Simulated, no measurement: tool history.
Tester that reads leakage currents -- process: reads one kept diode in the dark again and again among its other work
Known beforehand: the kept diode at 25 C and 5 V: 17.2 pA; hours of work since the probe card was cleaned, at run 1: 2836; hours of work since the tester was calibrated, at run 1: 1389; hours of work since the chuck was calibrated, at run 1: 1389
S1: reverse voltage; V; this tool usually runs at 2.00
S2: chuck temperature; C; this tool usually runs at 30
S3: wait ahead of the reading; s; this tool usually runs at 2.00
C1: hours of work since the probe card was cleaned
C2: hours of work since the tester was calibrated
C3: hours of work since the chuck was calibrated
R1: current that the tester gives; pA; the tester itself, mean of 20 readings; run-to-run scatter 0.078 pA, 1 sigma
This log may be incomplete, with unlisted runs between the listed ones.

{"run": 1, "hour": 0.0, "S1": 2.0, "S2": 30, "S3": 2.0, "C1": 2836, "C2": 1389, "C3": 1389, "R1": 25.16}
{"run": 2, "hour": 176.2, "S1": 2.0, "S2": 30, "S3": 2.0, "C1": 2968, "C2": 1521, "C3": 1521, "R1": 25.56}
{"run": 3, "hour": 277.8, "S1": 2.0, "S2": 30, "S3": 2.0, "C1": 3044, "C2": 1597, "C3": 1597, "R1": 25.67}
{"run": 4, "hour": 430.5, "S1": 2.04, "S2": 30, "S3": 2.0, "C1": 3159, "C2": 1711, "C3": 1711, "R1": 26.3}
{"run": 5, "hour": 572.9, "S1": 2.04, "S2": 30, "S3": 2.0, "C1": 3266, "C2": 1818, "C3": 1818, "R1": 26.45}
{"run": 6, "hour": 724.2, "S1": 2.04, "S2": 30, "S3": 2.0, "C1": 3379, "C2": 1931, "C3": 1931, "R1": 26.92}
{"hour": 856.1, "done": "probe card cleaned and baked"}
{"run": 7, "hour": 915.9, "S1": 2.04, "S2": 30, "S3": 2.0, "C1": 45, "C2": 2073, "C3": 2073, "R1": 22.13}
{"run": 8, "hour": 1077.4, "S1": 2.04, "S2": 30, "S3": 2.0, "C1": 166, "C2": 2194, "C3": 2194, "R1": 22.34}
{"hour": 1095.6, "done": "chuck's temperature calibrated"}
{"run": 9, "hour": 1172.9, "S1": 2.04, "S2": 30, "S3": 2.0, "C1": 236, "C2": 2264, "C3": 58, "R1": 24.35}
{"run": 10, "hour": 1265.8, "S1": 1.48, "S2": 30, "S3": 1.84, "C1": 305, "C2": 2333, "C3": 128, "R1": 22.04}
{"run": 11, "hour": 1452.2, "S1": 1.48, "S2": 30, "S3": 3.34, "C1": 445, "C2": 2473, "C3": 267, "R1": 22.16}
{"hour": 1480.6, "done": "chuck's temperature calibrated, once more"}
{"run": 12, "hour": 1548.4, "S1": 1.48, "S2": 30, "S3": 3.34, "C1": 516, "C2": 2543, "C3": 51, "R1": 18.32}
{"run": 13, "hour": 1649.3, "S1": 1.48, "S2": 30, "S3": 3.34, "C1": 591, "C2": 2619, "C3": 126, "R1": 18.54}
{"run": 14, "hour": 1752.2, "S1": 1.48, "S2": 30, "S3": 3.34, "C1": 668, "C2": 2696, "C3": 203, "R1": 18.7}
{"run": 15, "hour": 1960.3, "S1": 3.83, "S2": 28, "S3": 3.34, "C1": 824, "C2": 2852, "C3": 359, "R1": 23.46}
{"run": 16, "hour": 2150.1, "S1": 3.83, "S2": 46, "S3": 9.62, "C1": 966, "C2": 2994, "C3": 502, "R1": 89.77}
{"run": 17, "hour": 2315.8, "S1": 2.0, "S2": 49, "S3": 1.02, "C1": 1091, "C2": 3118, "C3": 626, "R1": 90.76}

5 options for the next run, each taken on its own from the tool as it stands now. Forecast them:
{"run": "A", "hour": 2493.5, "S1": 6.23, "S2": 49, "S3": 1.02, "C1": 1224, "C2": 3252, "C3": 759, "R1": "?"}
{"run": "B", "hour": 2493.5, "S1": 7.34, "S2": 28, "S3": 0.61, "C1": 1224, "C2": 3252, "C3": 759, "R1": "?"}
{"run": "C", "hour": 2493.5, "S1": 2.0, "S2": 32, "S3": 2.11, "C1": 1224, "C2": 3252, "C3": 759, "R1": "?"}
{"run": "D", "hour": 2493.5, "S1": 15.91, "S2": 28, "S3": 0.95, "C1": 1224, "C2": 3252, "C3": 759, "R1": "?"}
{"run": "E", "hour": 2493.5, "S1": 2.0, "S2": 30, "S3": 8.11, "C1": 1224, "C2": 3252, "C3": 759, "R1": "?"}

run=A R1=136.92
run=B R1=36.19
run=C R1=25.93
run=D R1=52.54
run=E R1=21.97
With the hidden condition removed and each run's random variation left untouched, the same runs would have given:
run=A R1=128.00
run=B R1=28.75
run=C R1=23.42
run=D R1=37.18
run=E R1=19.55
